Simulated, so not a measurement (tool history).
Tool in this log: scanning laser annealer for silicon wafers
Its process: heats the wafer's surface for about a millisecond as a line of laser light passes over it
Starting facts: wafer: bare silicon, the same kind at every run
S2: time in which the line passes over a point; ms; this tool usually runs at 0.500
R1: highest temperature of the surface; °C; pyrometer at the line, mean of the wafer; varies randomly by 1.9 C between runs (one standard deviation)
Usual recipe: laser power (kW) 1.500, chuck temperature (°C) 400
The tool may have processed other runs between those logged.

{"run": 1, "hour": 0.0, "laser power (kW)": 1.5, "S2": 0.5, "chuck temperature (°C)": 400, "R1": 1103}
{"run": 2, "hour": 26.0, "laser power (kW)": 1.5, "S2": 0.5, "chuck temperature (°C)": 400, "R1": 1102}
{"run": 3, "hour": 37.9, "laser power (kW)": 1.5, "S2": 0.5, "chuck temperature (°C)": 400, "R1": 1098}
{"run": 4, "hour": 49.1, "laser power (kW)": 1.5, "S2": 0.5, "chuck temperature (°C)": 400, "R1": 1100}
{"run": 5, "hour": 72.2, "laser power (kW)": 1.5, "S2": 0.5, "chuck temperature (°C)": 400, "R1": 1100}
{"run": 6, "hour": 84.8, "laser power (kW)": 1.5, "S2": 0.5, "chuck temperature (°C)": 400, "R1": 1101}
{"run": 7, "hour": 106.5, "laser power (kW)": 1.307, "S2": 0.5, "chuck temperature (°C)": 400, "R1": 1005}
{"run": 8, "hour": 131.6, "laser power (kW)": 1.552, "S2": 0.5, "chuck temperature (°C)": 400, "R1": 1121}
{"hour": 146.7, "done": "window over the wafer cleaned"}
{"run": 9, "hour": 152.3, "laser power (kW)": 1.552, "S2": 0.5, "chuck temperature (°C)": 400, "R1": 1145}
{"run": 10, "hour": 164.2, "laser power (kW)": 1.552, "S2": 0.5, "chuck temperature (°C)": 435, "R1": 1180}
{"run": 11, "hour": 186.4, "laser power (kW)": 1.5, "S2": 0.5, "chuck temperature (°C)": 400, "R1": 1119}
{"run": 12, "hour": 201.4, "laser power (kW)": 1.5, "S2": 0.534, "chuck temperature (°C)": 400, "R1": 1144}
{"run": 13, "hour": 218.6, "laser power (kW)": 1.5, "S2": 0.5, "chuck temperature (°C)": 400, "R1": 1114}
{"run": 14, "hour": 245.5, "laser power (kW)": 1.5, "S2": 0.5, "chuck temperature (°C)": 400, "R1": 1115}
{"run": 15, "hour": 271.8, "laser power (kW)": 1.5, "S2": 0.5, "chuck temperature (°C)": 400, "R1": 1115}
{"run": 16, "hour": 283.2, "laser power (kW)": 1.5, "S2": 0.5, "chuck temperature (°C)": 400, "R1": 1115}
{"run": 17, "hour": 295.7, "laser power (kW)": 1.5, "S2": 0.5, "chuck temperature (°C)": 400, "R1": 1112}
{"run": 18, "hour": 313.6, "laser power (kW)": 1.33, "S2": 0.5, "chuck temperature (°C)": 400, "R1": 1031}
{"run": 19, "hour": 324.6, "laser power (kW)": 1.547, "S2": 0.5, "chuck temperature (°C)": 400, "R1": 1136}
{"run": 20, "hour": 336.8, "laser power (kW)": 1.547, "S2": 0.408, "chuck temperature (°C)": 400, "R1": 1057}
{"run": 21, "hour": 356.1, "laser power (kW)": 1.304, "S2": 0.546, "chuck temperature (°C)": 406, "R1": 1057}
{"run": 22, "hour": 377.5, "laser power (kW)": 1.304, "S2": 0.536, "chuck temperature (°C)": 415, "R1": 1056}
{"run": 23, "hour": 396.3, "laser power (kW)": 1.304, "S2": 0.536, "chuck temperature (°C)": 415, "R1": 1056}
{"run": 24, "hour": 407.3, "laser power (kW)": 1.304, "S2": 0.536, "chuck temperature (°C)": 415, "R1": 1054}
{"run": 25, "hour": 420.9, "laser power (kW)": 1.532, "S2": 0.418, "chuck temperature (°C)": 399, "R1": 1054}
{"run": 26, "hour": 438.3, "laser power (kW)": 1.479, "S2": 0.502, "chuck temperature (°C)": 410, "R1": 1109}
{"run": 27, "hour": 451.5, "laser power (kW)": 1.628, "S2": 0.615, "chuck temperature (°C)": 400, "R1": 1264}
{"run": 28, "hour": 468.4, "laser power (kW)": 1.628, "S2": 0.615, "chuck temperature (°C)": 400, "R1": 1268}
{"run": 29, "hour": 488.4, "laser power (kW)": 1.456, "S2": 0.417, "chuck temperature (°C)": 361, "R1": 981}
{"run": 30, "hour": 508.4, "laser power (kW)": 1.456, "S2": 0.417, "chuck temperature (°C)": 361, "R1": 981}
{"run": 31, "hour": 522.7, "laser power (kW)": 1.557, "S2": 0.432, "chuck temperature (°C)": 400, "R1": 1071}
{"run": 32, "hour": 547.9, "laser power (kW)": 1.5, "S2": 0.497, "chuck temperature (°C)": 384, "R1": 1090}
{"run": 33, "hour": 561.3, "laser power (kW)": 1.5, "S2": 0.497, "chuck temperature (°C)": 384, "R1": 1090}
{"run": 34, "hour": 574.0, "laser power (kW)": 1.482, "S2": 0.494, "chuck temperature (°C)": 428, "R1": 1120}
{"run": 35, "hour": 588.8, "laser power (kW)": 1.4, "S2": 0.494, "chuck temperature (°C)": 428, "R1": 1079}
{"run": 36, "hour": 600.8, "laser power (kW)": 1.546, "S2": 0.428, "chuck temperature (°C)": 424, "R1": 1090}
{"run": 37, "hour": 615.9, "laser power (kW)": 1.5, "S2": 0.488, "chuck temperature (°C)": 400, "R1": 1094}
{"run": 38, "hour": 629.5, "laser power (kW)": 1.329, "S2": 0.549, "chuck temperature (°C)": 400, "R1": 1054}
{"run": 39, "hour": 647.6, "laser power (kW)": 1.329, "S2": 0.549, "chuck temperature (°C)": 400, "R1": 1053}
{"run": 40, "hour": 660.6, "laser power (kW)": 1.402, "S2": 0.474, "chuck temperature (°C)": 400, "R1": 1037}

4 ways to go on from here, each from the tool as it stands after run 40. What would each give?
{"run": "A", "hour": 682.3, "laser power (kW)": 1.5, "S2": 0.5, "chuck temperature (°C)": 379, "R1": "?"}
{"run": "B", "hour": 682.3, "laser power (kW)": 1.551, "S2": 0.474, "chuck temperature (°C)": 435, "R1": "?"}
{"run": "C", "hour": 682.3, "laser power (kW)": 1.402, "S2": 0.474, "chuck temperature (°C)": 422, "R1": "?"}
{"run": "D", "hour": 682.3, "laser power (kW)": 1.559, "S2": 0.474, "chuck temperature (°C)": 400, "R1": "?"}

run=A R1=1078
run=B R1=1142
run=C R1=1057
run=D R1=1109
Stripped of hidden state, with their random variation kept, the same runs would have yielded:
run=A R1=1108
run=B R1=1173
run=C R1=1085
run=D R1=1140
